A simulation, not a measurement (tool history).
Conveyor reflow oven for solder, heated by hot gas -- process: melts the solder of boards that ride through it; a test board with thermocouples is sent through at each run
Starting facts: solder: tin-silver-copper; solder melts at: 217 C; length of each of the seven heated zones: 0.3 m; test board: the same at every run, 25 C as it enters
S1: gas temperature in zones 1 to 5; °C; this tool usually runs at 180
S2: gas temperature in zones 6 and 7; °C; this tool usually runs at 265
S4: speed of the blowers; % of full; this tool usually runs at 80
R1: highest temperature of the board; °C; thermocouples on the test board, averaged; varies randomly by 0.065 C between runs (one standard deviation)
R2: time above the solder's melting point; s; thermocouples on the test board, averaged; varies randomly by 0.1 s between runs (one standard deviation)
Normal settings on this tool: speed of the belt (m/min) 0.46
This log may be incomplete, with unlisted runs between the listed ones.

{"run": 1, "day": 0.0, "S1": 180, "S2": 265, "speed of the belt (m/min)": 0.46, "S4": 80, "R1": 255.9, "R2": 64.9}
{"run": 2, "day": 0.479, "S1": 180, "S2": 265, "speed of the belt (m/min)": 0.46, "S4": 80, "R1": 255.89, "R2": 64.7}
{"run": 3, "day": 0.683, "S1": 180, "S2": 265, "speed of the belt (m/min)": 0.46, "S4": 80, "R1": 255.93, "R2": 64.8}
{"run": 4, "day": 1.033, "S1": 180, "S2": 265, "speed of the belt (m/min)": 0.46, "S4": 80, "R1": 255.9, "R2": 64.7}
{"run": 5, "day": 1.275, "S1": 180, "S2": 265, "speed of the belt (m/min)": 0.46, "S4": 80, "R1": 255.86, "R2": 64.5}
{"run": 6, "day": 1.696, "S1": 193, "S2": 265, "speed of the belt (m/min)": 0.46, "S4": 80, "R1": 257.33, "R2": 70.8}
{"run": 7, "day": 2.108, "S1": 193, "S2": 265, "speed of the belt (m/min)": 0.46, "S4": 80, "R1": 257.39, "R2": 71.1}
{"run": 8, "day": 2.329, "S1": 189, "S2": 265, "speed of the belt (m/min)": 0.46, "S4": 80, "R1": 256.81, "R2": 69}
{"run": 9, "day": 2.558, "S1": 189, "S2": 265, "speed of the belt (m/min)": 0.46, "S4": 80, "R1": 256.91, "R2": 68.8}
{"run": 10, "day": 2.867, "S1": 189, "S2": 265, "speed of the belt (m/min)": 0.46, "S4": 80, "R1": 256.93, "R2": 69}
{"run": 11, "day": 3.096, "S1": 189, "S2": 265, "speed of the belt (m/min)": 0.46, "S4": 80, "R1": 256.9, "R2": 68.9}
{"run": 12, "day": 3.354, "S1": 189, "S2": 265, "speed of the belt (m/min)": 0.46, "S4": 80, "R1": 256.75, "R2": 68.9}
{"run": 13, "day": 3.683, "S1": 189, "S2": 265, "speed of the belt (m/min)": 0.46, "S4": 80, "R1": 256.8, "R2": 68.9}
{"run": 14, "day": 4.067, "S1": 180, "S2": 265, "speed of the belt (m/min)": 0.46, "S4": 80, "R1": 255.86, "R2": 64.8}
{"run": 15, "day": 4.542, "S1": 180, "S2": 265, "speed of the belt (m/min)": 0.46, "S4": 80, "R1": 255.77, "R2": 64.7}
{"run": 16, "day": 5.017, "S1": 186, "S2": 253, "speed of the belt (m/min)": 0.516, "S4": 64, "R1": 240.69, "R2": 48}
{"run": 17, "day": 5.246, "S1": 180, "S2": 265, "speed of the belt (m/min)": 0.46, "S4": 82, "R1": 256.08, "R2": 65.1}
{"run": 18, "day": 5.529, "S1": 180, "S2": 262, "speed of the belt (m/min)": 0.527, "S4": 84, "R1": 250.45, "R2": 52.7}
{"run": 19, "day": 5.854, "S1": 180, "S2": 262, "speed of the belt (m/min)": 0.527, "S4": 84, "R1": 250.44, "R2": 52.7}
{"run": 20, "day": 6.179, "S1": 180, "S2": 262, "speed of the belt (m/min)": 0.527, "S4": 84, "R1": 250.46, "R2": 52.7}
{"day": 6.475, "done": "flux residue cleaned out of gas plates and filters"}
{"run": 21, "day": 6.8, "S1": 180, "S2": 266, "speed of the belt (m/min)": 0.523, "S4": 52, "R1": 247.56, "R2": 49.3}
{"run": 22, "day": 7.179, "S1": 185, "S2": 261, "speed of the belt (m/min)": 0.46, "S4": 79, "R1": 253.12, "R2": 65.6}
{"run": 23, "day": 7.596, "S1": 179, "S2": 273, "speed of the belt (m/min)": 0.473, "S4": 80, "R1": 263.08, "R2": 66.3}
{"run": 24, "day": 7.95, "S1": 191, "S2": 273, "speed of the belt (m/min)": 0.473, "S4": 80, "R1": 264.52, "R2": 71.1}
{"run": 25, "day": 8.325, "S1": 191, "S2": 273, "speed of the belt (m/min)": 0.473, "S4": 80, "R1": 264.33, "R2": 71.2}
{"run": 26, "day": 8.658, "S1": 180, "S2": 270, "speed of the belt (m/min)": 0.46, "S4": 80, "R1": 261, "R2": 67.6}
{"run": 27, "day": 9.046, "S1": 180, "S2": 270, "speed of the belt (m/min)": 0.46, "S4": 80, "R1": 260.91, "R2": 67.6}
{"run": 28, "day": 9.367, "S1": 180, "S2": 276, "speed of the belt (m/min)": 0.496, "S4": 57, "R1": 259.36, "R2": 60.8}
{"run": 29, "day": 9.779, "S1": 180, "S2": 276, "speed of the belt (m/min)": 0.496, "S4": 57, "R1": 259.32, "R2": 60.7}
{"run": 30, "day": 10.0, "S1": 169, "S2": 269, "speed of the belt (m/min)": 0.44, "S4": 57, "R1": 255.28, "R2": 62.3}

Each row is a separate what-if for the run after 30, all from the same tool condition, not one after another. Results?
{"run": "A", "day": 10.238, "S1": 167, "S2": 265, "speed of the belt (m/min)": 0.46, "S4": 80, "R1": "?", "R2": "?"}
{"run": "B", "day": 10.238, "S1": 169, "S2": 269, "speed of the belt (m/min)": 0.46, "S4": 57, "R1": "?", "R2": "?"}
{"run": "C", "day": 10.238, "S1": 182, "S2": 265, "speed of the belt (m/min)": 0.465, "S4": 77, "R1": "?", "R2": "?"}
{"run": "D", "day": 10.238, "S1": 189, "S2": 265, "speed of the belt (m/min)": 0.413, "S4": 80, "R1": "?", "R2": "?"}

run=A R1=254.89 R2=59.9
run=B R1=253.74 R2=58.3
run=C R1=255.88 R2=65
run=D R1=259.4 R2=79.1
With no hidden state in the tool, these same runs would have given:
run=A R1=254.49 R2=59.6
run=B R1=253.32 R2=57.8
run=C R1=255.45 R2=64.7
run=D R1=258.92 R2=78.7

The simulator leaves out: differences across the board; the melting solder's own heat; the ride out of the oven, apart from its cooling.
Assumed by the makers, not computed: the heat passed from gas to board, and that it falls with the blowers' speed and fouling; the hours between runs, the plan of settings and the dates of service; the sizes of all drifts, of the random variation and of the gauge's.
